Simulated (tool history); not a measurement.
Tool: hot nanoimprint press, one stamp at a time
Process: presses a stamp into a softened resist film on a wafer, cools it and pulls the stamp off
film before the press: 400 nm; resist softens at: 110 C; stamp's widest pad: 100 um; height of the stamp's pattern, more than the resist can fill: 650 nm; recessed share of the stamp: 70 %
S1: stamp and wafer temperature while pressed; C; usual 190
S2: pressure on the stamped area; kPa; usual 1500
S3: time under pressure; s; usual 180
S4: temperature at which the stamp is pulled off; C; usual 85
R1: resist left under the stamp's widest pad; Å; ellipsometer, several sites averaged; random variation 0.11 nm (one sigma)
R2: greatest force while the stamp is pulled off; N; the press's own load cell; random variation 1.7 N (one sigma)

run,hour,S1,S2,S3,S4,R1,R2
1,0,190,1500,180,85,1887,194
2,7.4,190,1500,180,85,1887,201
3,20.5,190,1500,180,85,1887,199
4,30.2,190,1500,180,85,1885,202
5,39.2,190,1500,180,85,1886,203
6,53,188,1500,180,85,1985,209
7,59.5,188,1500,180,85,1988,213
8,65.3,179,1500,180,85,2513,210
9,79,179,1500,180,85,2511,213
10,89.2,189,1500,180,85,1936,215
11,99.8,189,1500,180,85,1935,216
12,114,190,1500,180,85,1883,220
13,124.9,190,1500,180,85,1884,221
14,136.2,190,1500,180,85,1883,227
15,150.4,190,1430,180,85,1928,228
16,158.5,190,1850,180,85,1695,229
# hour 171.3: stamp cleaned and given a new release coat
17,175.9,180,1500,221,85,2304,192
# hour 179.9: plate thermocouple calibrated
18,191.8,190,2150,172,85,1587,193
19,198.2,190,1530,160,70,1931,270
20,210.3,190,1530,160,70,1929,273
21,223.2,190,1530,160,70,1932,276
# hour 227.4: plate thermocouple calibrated, once more
22,235,190,1530,160,70,1990,285
23,245.7,190,1230,181,90,2119,182
24,258.1,190,1270,180,76,2090,257
25,267.3,182,1360,190,73,2442,275

The next listed run, before its measurement:
26,280.8,182,1360,190,73,?,?

Run 26 gave R1 2442 Å, R2 280 N.
Without the tool's hidden state the same run would have given R1 2420 Å, R2 253 N.

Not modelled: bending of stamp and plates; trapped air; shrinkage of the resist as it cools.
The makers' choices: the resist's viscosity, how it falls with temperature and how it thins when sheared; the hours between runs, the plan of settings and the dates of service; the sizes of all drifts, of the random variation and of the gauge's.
